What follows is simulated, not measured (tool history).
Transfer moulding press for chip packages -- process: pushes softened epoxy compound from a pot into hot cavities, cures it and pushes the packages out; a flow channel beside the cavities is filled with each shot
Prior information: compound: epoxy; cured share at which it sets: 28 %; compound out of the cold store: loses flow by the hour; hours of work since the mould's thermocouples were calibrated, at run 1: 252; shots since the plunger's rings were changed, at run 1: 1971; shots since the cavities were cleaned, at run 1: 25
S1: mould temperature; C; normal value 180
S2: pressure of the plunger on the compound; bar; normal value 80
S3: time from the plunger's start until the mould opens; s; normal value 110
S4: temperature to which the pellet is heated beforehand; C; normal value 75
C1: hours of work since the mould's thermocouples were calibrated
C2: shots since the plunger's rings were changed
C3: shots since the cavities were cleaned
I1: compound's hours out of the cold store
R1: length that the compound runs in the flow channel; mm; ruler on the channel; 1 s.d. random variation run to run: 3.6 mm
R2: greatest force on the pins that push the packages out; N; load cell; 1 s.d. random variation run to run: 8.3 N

run,day,S1,S2,S3,S4,C1,C2,C3,I1,R1,R2
1,0,180,80,110,75,252,1971,25,20.4,611,401
2,0.958,180,80,110,75,265,2168,222,20.9,608,480
3,1.925,180,80,110,75,278,2367,421,8.4,658,547
# day 2.204: cavities cleaned with cleaning compound and waxed
4,2.654,180,80,110,75,287,2505,93,21.7,603,414
5,3.225,180,80,110,75,294,2622,210,26.9,583,464
6,3.971,180,96.4,110,75,304,2776,364,28.4,631,508
# day 4.5: cavities cleaned with cleaning compound and waxed
7,4.729,180,96.4,110,75,313,2919,47,43.7,561,396
8,5.196,180,76.7,110,75,319,3016,144,17.4,603,450
# day 5.712: mould's thermocouples calibrated
9,5.792,180,76.7,110,75,1,3121,249,25.4,571,481
10,6.55,180,76.7,110,75,11,3277,405,43.5,497,513
# day 6.904: cavities cleaned with cleaning compound and waxed
11,7.554,180,80,110,75,24,3472,134,34.8,535,431
12,8.6,180,80,110,75,38,3687,349,13.9,621,530
13,9.096,180,80,110,75,44,3789,451,44.8,497,514
# day 9.238: cavities cleaned with cleaning compound and waxed
14,9.85,180,80,110,75,53,3932,127,46.7,489,424
# day 10.279: plunger's sealing rings changed
15,10.754,180,80,110,75,64,98,292,34.9,572,484
# day 11.658: cavities cleaned with cleaning compound and waxed
16,11.879,186,91.5,97,84,78,316,45,11,692,361
17,12.55,185,73.9,94,76,87,455,184,43.3,506,438
18,13.05,185,92.7,110,75,93,558,287,21.1,663,426
19,13.596,173,85.7,110,75,101,671,400,38.8,603,818
# day 13.958: cavities cleaned with cleaning compound and waxed
20,14.762,180,80,91,75,115,898,166,44.1,536,609
21,15.85,180,94.4,110,75,130,1122,390,45.9,564,509
# day 16.3: cavities cleaned with cleaning compound and waxed
22,16.6,180,94.4,106,81,139,1264,62,29.1,638,420
23,17.6,180,94.4,106,81,152,1470,268,35.2,607,499
24,18.092,188,80,110,79,159,1571,369,13.9,620,449
# day 18.646: cavities cleaned with cleaning compound and waxed
25,18.767,188,80,110,79,167,1698,25,36.3,529,330
26,19.783,186,96.1,116,79,180,1907,234,26.5,624,383
# day 20.929: cavities cleaned with cleaning compound and waxed
27,20.929,180,77.3,110,75,195,2131,0,45.7,507,368
28,21.575,172,84.9,109,73,203,2263,132,8.4,727,847

4 ways to go on from here, each from the tool as it stands after run 28. What would each give?
A,22.088,172,75.1,109,73,210,2369,238,20.7,?,?
B,22.088,179,84.9,109,73,210,2369,238,33.1,?,?
C,22.088,187,98.1,91,73,210,2369,238,13.1,?,?
D,22.088,176,72.9,135,73,210,2369,238,17.6,?,?

run,R1,R2
A,620,896
B,581,488
C,685,462
D,612,466
Stripped of hidden state, with their random variation kept, the same runs would have yielded:
run,R1,R2
A,648,706
B,607,386
C,716,366
D,639,369
